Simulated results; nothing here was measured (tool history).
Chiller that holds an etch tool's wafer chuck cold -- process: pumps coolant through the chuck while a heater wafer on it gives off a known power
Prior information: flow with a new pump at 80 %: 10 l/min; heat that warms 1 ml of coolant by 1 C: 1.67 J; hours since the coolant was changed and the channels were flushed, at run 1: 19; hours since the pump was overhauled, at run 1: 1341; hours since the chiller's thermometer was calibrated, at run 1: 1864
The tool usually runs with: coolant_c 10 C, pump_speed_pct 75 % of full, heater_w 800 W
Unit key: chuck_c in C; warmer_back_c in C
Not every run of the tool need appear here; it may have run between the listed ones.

| run | hour | coolant_c | pump_speed_pct | heater_w | hours since the coolant was changed and the channels were flushed | hours since the pump was overhauled | hours since the chiller's thermometer was calibrated | chuck_c | warmer_back_c |
|---|---|---|---|---|---|---|---|---|---|
| 1 | 0 | 10 | 75 | 800 | 19 | 1341 | 1864 | 17.58 | 3.25 |
| 2 | 21.1 | 10 | 67 | 800 | 40 | 1362 | 1885 | 18.3 | 3.66 |
| 3 | 42.1 | 10 | 75 | 800 | 61 | 1383 | 1906 | 17.81 | 3.17 |
| 4 | 59.1 | 6 | 75 | 800 | 78 | 1400 | 1923 | 13.6 | 3.19 |
| 5 | 83.9 | 10 | 97 | 800 | 103 | 1425 | 1948 | 16.43 | 2.41 |
| 6 | 104.1 | 10 | 97 | 800 | 123 | 1445 | 1968 | 16.42 | 2.4 |
| 7 | 117.6 | 10 | 97 | 800 | 137 | 1458 | 1982 | 16.29 | 2.41 |
| 8 | 142.2 | 10 | 89 | 800 | 161 | 1483 | 2007 | 16.81 | 2.63 |
| 9 | 165.9 | 10 | 89 | 800 | 185 | 1507 | 2030 | 16.82 | 2.65 |
| 10 | 189.9 | 10 | 89 | 800 | 209 | 1531 | 2054 | 16.76 | 2.65 |
| 11 | 211.8 | 10 | 75 | 800 | 231 | 1552 | 2076 | 17.64 | 3.19 |
| 12 | 236.1 | 10 | 75 | 800 | 255 | 1577 | 2100 | 17.81 | 3.26 |
| 13 | 257.4 | 10 | 75 | 800 | 276 | 1598 | 2122 | 17.63 | 3.25 |
| 14 | 273.7 | 10 | 75 | 800 | 293 | 1614 | 2138 | 17.8 | 3.22 |
| 15 | 300.9 | 10 | 75 | 800 | 320 | 1642 | 2165 | 17.75 | 3.24 |
| 16 | 319.8 | 10 | 75 | 800 | 339 | 1660 | 2184 | 17.71 | 3.25 |
| 17 | 344.3 | 10 | 73 | 800 | 363 | 1685 | 2209 | 17.95 | 3.33 |
|  | 351.1 | coolant pump overhauled |
| 18 | 364.6 | 10 | 73 | 800 | 379 | 14 | 2224 | 17.92 | 3.37 |
| 19 | 379.2 | 10 | 73 | 800 | 393 | 28 | 2238 | 17.88 | 3.39 |
| 20 | 411.1 | 18 | 70 | 502 | 425 | 60 | 2270 | 22.99 | 2.22 |
| 21 | 425.4 | 18 | 99 | 968 | 439 | 74 | 2285 | 25.73 | 2.9 |
| 22 | 446 | 15 | 75 | 800 | 460 | 95 | 2305 | 22.73 | 3.31 |
| 23 | 469.4 | 15 | 75 | 800 | 483 | 118 | 2329 | 22.77 | 3.31 |
| 24 | 489.5 | 15 | 60 | 992 | 504 | 138 | 2349 | 26.59 | 5.26 |
|  | 521.9 | coolant pump overhauled, once more |
| 25 | 527.4 | 15 | 60 | 992 | 536 | 6 | 2382 | 26.15 | 4.98 |
| 26 | 552.1 | 4 | 75 | 405 | 561 | 30 | 2406 | 7.49 | 1.59 |
| 27 | 567.2 | 12 | 78 | 625 | 576 | 45 | 2421 | 17.66 | 2.3 |
| 28 | 584.6 | 12 | 77 | 889 | 594 | 63 | 2439 | 20.18 | 3.34 |
| 29 | 604.1 | 19 | 75 | 567 | 613 | 82 | 2458 | 24.2 | 2.23 |
| 30 | 632.6 | 19 | 75 | 708 | 642 | 111 | 2487 | 25.51 | 2.76 |

Describe how what the log doesn't record of the tool's condition differs between the last listed run preceding each entry between runs and the first listed run following it.
From run 17 to run 18: coolant pump overhauled (hour 351.1)
  flow at a given pump speed, % of a new pump's: 95.9 -> 94.7
  the result without the hidden state subtracted from the measured one, chuck_c: -0.18 -> -0.12 C; warmer_back_c: +0.14 -> +0.18 C
From run 24 to run 25: coolant pump overhauled, once more (hour 521.9)
  heat passed by the chuck's channels, % of clean ones': 98.1 -> 98; flow at a given pump speed, % of a new pump's: 94.4 -> 100.2; coolant's true temperature over the reading, C: -0.51 -> -0.52
  the result without the hidden state subtracted from the measured one, chuck_c: +0.09 -> -0.36 C; warmer_back_c: +0.3 -> -0.01 C
